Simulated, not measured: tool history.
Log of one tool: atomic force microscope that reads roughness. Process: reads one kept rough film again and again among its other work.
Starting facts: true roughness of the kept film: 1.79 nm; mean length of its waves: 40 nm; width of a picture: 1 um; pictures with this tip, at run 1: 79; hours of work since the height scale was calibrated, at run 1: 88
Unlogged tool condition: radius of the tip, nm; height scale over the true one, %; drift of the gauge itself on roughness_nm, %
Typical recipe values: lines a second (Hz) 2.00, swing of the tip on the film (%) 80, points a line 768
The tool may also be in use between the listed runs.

| run | hour | lines a second (Hz) | swing of the tip on the film (%) | points a line | pictures with this tip | hours of work since the height scale was calibrated | roughness of the kept film (nm (root mean square)) |
|---|---|---|---|---|---|---|---|
| 1 | 0.0 | 2.00 | 80 | 768 | 79 | 88 | 1.576 |
| 2 | 7.0 | 2.00 | 80 | 768 | 89 | 91 | 1.577 |
| 3 | 12.7 | 2.00 | 80 | 768 | 97 | 94 | 1.579 |
| 4 | 20.3 | 2.00 | 80 | 768 | 108 | 97 | 1.576 |
| 5 | 27.2 | 2.00 | 80 | 768 | 117 | 100 | 1.574 |
| 6 | 37.0 | 2.00 | 80 | 768 | 131 | 105 | 1.577 |
| 7 | 41.6 | 2.00 | 80 | 545 | 138 | 107 | 1.573 |
| 8 | 49.6 | 3.72 | 56 | 409 | 149 | 111 | 1.659 |
| 9 | 55.2 | 3.72 | 71 | 299 | 157 | 113 | 1.544 |
| 10 | 59.5 | 2.26 | 71 | 578 | 163 | 115 | 1.623 |
| 11 | 65.6 | 1.32 | 70 | 578 | 172 | 118 | 1.676 |

Expected results for the next run?
| 12 | 71.1 | 2.44 | 80 | 768 | 180 | 121 | ? |

{"run 12": {"roughness of the kept film (nm (root mean square))": 1.542}}
Were there no unlogged condition in the tool, this run, its random variation unchanged, would have produced roughness of the kept film (nm (root mean square)) 1.543.

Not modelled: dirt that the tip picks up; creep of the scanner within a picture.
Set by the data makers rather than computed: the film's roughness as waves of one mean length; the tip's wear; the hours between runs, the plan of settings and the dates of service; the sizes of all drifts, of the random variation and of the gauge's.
